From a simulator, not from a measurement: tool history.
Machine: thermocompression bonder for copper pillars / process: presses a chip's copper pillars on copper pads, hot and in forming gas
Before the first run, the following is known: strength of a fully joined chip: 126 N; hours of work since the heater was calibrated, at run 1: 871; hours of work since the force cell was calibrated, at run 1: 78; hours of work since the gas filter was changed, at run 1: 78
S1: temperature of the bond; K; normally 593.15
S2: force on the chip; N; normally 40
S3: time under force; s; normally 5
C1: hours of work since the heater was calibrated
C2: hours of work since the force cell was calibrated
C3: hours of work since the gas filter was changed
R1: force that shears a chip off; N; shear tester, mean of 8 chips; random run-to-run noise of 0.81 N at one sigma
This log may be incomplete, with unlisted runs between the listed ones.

| run | hour | S1 | S2 | S3 | C1 | C2 | C3 | R1 |
|---|---|---|---|---|---|---|---|---|
| 1 | 0.0 | 593.15 | 40 | 5 | 871 | 78 | 78 | 64.2 |
| 2 | 30.3 | 593.15 | 40 | 5 | 895 | 102 | 102 | 64.5 |
| 3 | 58.8 | 593.15 | 56 | 5 | 917 | 124 | 124 | 79.0 |
| 4 | 101.3 | 593.15 | 40 | 4 | 951 | 158 | 158 | 56.7 |
| 5 | 157.3 | 593.15 | 40 | 5 | 996 | 203 | 203 | 60.0 |
|  | 161.2 | forming gas filter changed |
| 6 | 199.1 | 593.15 | 40 | 5 | 1028 | 235 | 30 | 67.8 |
| 7 | 230.7 | 593.15 | 40 | 5 | 1054 | 261 | 55 | 65.8 |
| 8 | 287.5 | 593.15 | 40 | 5 | 1099 | 306 | 100 | 63.7 |
| 9 | 342.5 | 566.15 | 53 | 3 | 1143 | 349 | 144 | 49.4 |
| 10 | 370.3 | 566.15 | 53 | 3 | 1165 | 372 | 166 | 46.9 |
| 11 | 394.3 | 599.15 | 31 | 4 | 1184 | 391 | 185 | 50.1 |
|  | 417.6 | forming gas filter changed |
| 12 | 439.1 | 593.15 | 40 | 6 | 1219 | 426 | 17 | 73.1 |
| 13 | 466.8 | 593.15 | 48 | 7 | 1241 | 448 | 39 | 83.0 |
| 14 | 508.3 | 613.15 | 24 | 7 | 1274 | 481 | 72 | 61.3 |
| 15 | 560.0 | 613.15 | 24 | 7 | 1315 | 522 | 113 | 59.1 |

Below, each run's measurement less what the same run would have read without the hidden state. Both values contain the same run-to-run variation, but the gauge's scatter may not be the same in both:
Hidden conditions of the tool in this case: true temperature of the bond over the reading, C; force that reaches the chip, % of what is set; oxide that the forming gas leaves, % of the face; drift of the gauge itself on shear_n, %.
| run | R1 |
|---|---|
| 1 | +0.4 |
| 2 | -0.4 |
| 3 | -2.6 |
| 4 | -2.2 |
| 5 | -4.4 |
| 6 | +2.9 |
| 7 | +2.0 |
| 8 | +0.2 |
| 9 | -0.2 |
| 10 | -0.9 |
| 11 | -2.3 |
| 12 | +3.7 |
| 13 | +2.6 |
| 14 | +1.3 |
| 15 | -0.3 |
